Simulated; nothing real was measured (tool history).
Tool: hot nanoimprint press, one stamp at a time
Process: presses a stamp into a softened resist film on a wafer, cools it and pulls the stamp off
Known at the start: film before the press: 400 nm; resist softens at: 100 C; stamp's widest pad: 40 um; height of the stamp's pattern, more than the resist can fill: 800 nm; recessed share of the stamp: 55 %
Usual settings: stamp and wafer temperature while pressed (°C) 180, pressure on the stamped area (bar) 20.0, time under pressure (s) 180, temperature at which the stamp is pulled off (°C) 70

| run | hour | stamp and wafer temperature while pressed (°C) | pressure on the stamped area (bar) | time under pressure (s) | temperature at which the stamp is pulled off (°C) | resist left under the stamp's widest pad (nm) | greatest force while the stamp is pulled off (N) |
|---|---|---|---|---|---|---|---|
| 1 | 0.0 | 180 | 20.0 | 180 | 70 | 206.8 | 148 |
| 2 | 64.8 | 180 | 20.0 | 180 | 70 | 207.7 | 152 |
| 3 | 128.5 | 180 | 20.0 | 134 | 70 | 226.1 | 150 |
| 4 | 177.8 | 180 | 20.0 | 180 | 70 | 207.9 | 150 |
| 5 | 239.8 | 180 | 20.0 | 180 | 70 | 206.3 | 150 |
| 6 | 288.4 | 180 | 20.0 | 180 | 70 | 207.5 | 151 |
| 7 | 347.7 | 180 | 20.0 | 180 | 65 | 206.9 | 160 |
| 8 | 379.1 | 180 | 20.0 | 180 | 65 | 205.0 | 158 |
| 9 | 430.8 | 192 | 20.0 | 180 | 70 | 127.8 | 154 |
| 10 | 497.3 | 180 | 20.0 | 180 | 70 | 203.4 | 153 |
| 11 | 563.2 | 180 | 20.0 | 180 | 70 | 204.6 | 154 |
| 12 | 613.5 | 180 | 20.0 | 180 | 70 | 200.6 | 147 |
| 13 | 677.1 | 180 | 20.0 | 180 | 76 | 202.8 | 142 |
| 14 | 728.5 | 180 | 20.0 | 180 | 76 | 202.5 | 139 |
| 15 | 788.1 | 180 | 20.0 | 180 | 76 | 207.5 | 141 |
| 16 | 853.7 | 168 | 26.9 | 180 | 76 | 281.9 | 144 |
| 17 | 891.1 | 178 | 20.0 | 172 | 70 | 224.0 | 151 |
| 18 | 921.5 | 180 | 31.3 | 180 | 78 | 161.6 | 139 |
| 19 | 990.9 | 188 | 23.9 | 111 | 72 | 162.3 | 144 |
| 20 | 1052.8 | 172 | 23.0 | 180 | 61 | 258.6 | 162 |
| 21 | 1101.3 | 172 | 23.0 | 180 | 61 | 260.0 | 167 |
| 22 | 1168.5 | 177 | 13.0 | 328 | 74 | 240.5 | 144 |
| 23 | 1203.9 | 177 | 13.0 | 328 | 74 | 240.1 | 143 |
| 24 | 1239.6 | 177 | 13.0 | 328 | 74 | 240.6 | 146 |
| 25 | 1280.4 | 169 | 26.2 | 146 | 69 | 284.3 | 154 |
| 26 | 1346.9 | 185 | 26.2 | 146 | 69 | 154.0 | 152 |
| 27 | 1409.5 | 180 | 26.2 | 192 | 76 | 171.3 | 141 |
| 28 | 1437.9 | 180 | 25.1 | 180 | 68 | 180.3 | 156 |
| 29 | 1491.7 | 180 | 25.1 | 180 | 68 | 180.5 | 155 |

Not shown: 8 entries that the log had between the listed runs. Between which runs, and how does the tool's hidden state differ before and after?
Between runs 4 and 5: plate thermocouple calibrated (hour 228.1); stamp cleaned and given a new release coat (hour 239.1)
  true temperature over the reading, C: 0.12 -> -0.01; pressure that arrives at the usual setting, %: 99.88 -> 99.86; grip of the stamp's worn release coat, % over a new coat's: 0.7 -> 0; drift of the gauge itself on residual_nm, %: -0.67 -> -0.87
  measured less the result without the state, resist left under the stamp's widest pad (nm): -2.2 -> -1.6
Between runs 11 and 12: stamp cleaned and given a new release coat (hour 589.0)
  true temperature over the reading, C: 0.06 -> 0.07; pressure that arrives at the usual setting, %: 99.73 -> 99.71; grip of the stamp's worn release coat, % over a new coat's: 0.8 -> 0.1; drift of the gauge itself on residual_nm, %: -2.09 -> -2.26
  measured less the result without the state, resist left under the stamp's widest pad (nm): -4.5 -> -4.8
Between runs 14 and 15: gauge calibrated (hour 788.1)
  true temperature over the reading, C: 0.09 -> 0.11; pressure that arrives at the usual setting, %: 99.66 -> 99.64; grip of the stamp's worn release coat, % over a new coat's: 0.3 -> 0.5; drift of the gauge itself on residual_nm, %: -2.69 -> 0
  measured less the result without the state, resist left under the stamp's widest pad (nm): -5.9 -> -0.4
Between runs 15 and 16: press's hydraulic seals changed and the load cell set to zero (hour 811.2)
  true temperature over the reading, C: 0.11 -> 0.12; pressure that arrives at the usual setting, %: 99.64 -> 99.97; grip of the stamp's worn release coat, % over a new coat's: 0.5 -> 0.6; drift of the gauge itself on residual_nm, %: 0 -> -0.22
  measured less the result without the state, resist left under the stamp's widest pad (nm): -0.4 -> -1.7
Between runs 18 and 19: stamp cleaned and given a new release coat (hour 945.5); plate thermocouple calibrated (hour 959.6)
  true temperature over the reading, C: 0.13 -> 0; pressure that arrives at the usual setting, %: 99.94 -> 99.92; grip of the stamp's worn release coat, % over a new coat's: 0.8 -> 0.1; drift of the gauge itself on residual_nm, %: -0.47 -> -0.7
  measured less the result without the state, resist left under the stamp's widest pad (nm): -1.6 -> -1.0
Between runs 25 and 26: stamp cleaned and given a new release coat (hour 1296.4)
  true temperature over the reading, C: 0.06 -> 0.07; pressure that arrives at the usual setting, %: 99.79 -> 99.77; grip of the stamp's worn release coat, % over a new coat's: 0.8 -> 0.1; drift of the gauge itself on residual_nm, %: -1.79 -> -2.02
  measured less the result without the state, resist left under the stamp's widest pad (nm): -5.5 -> -3.4
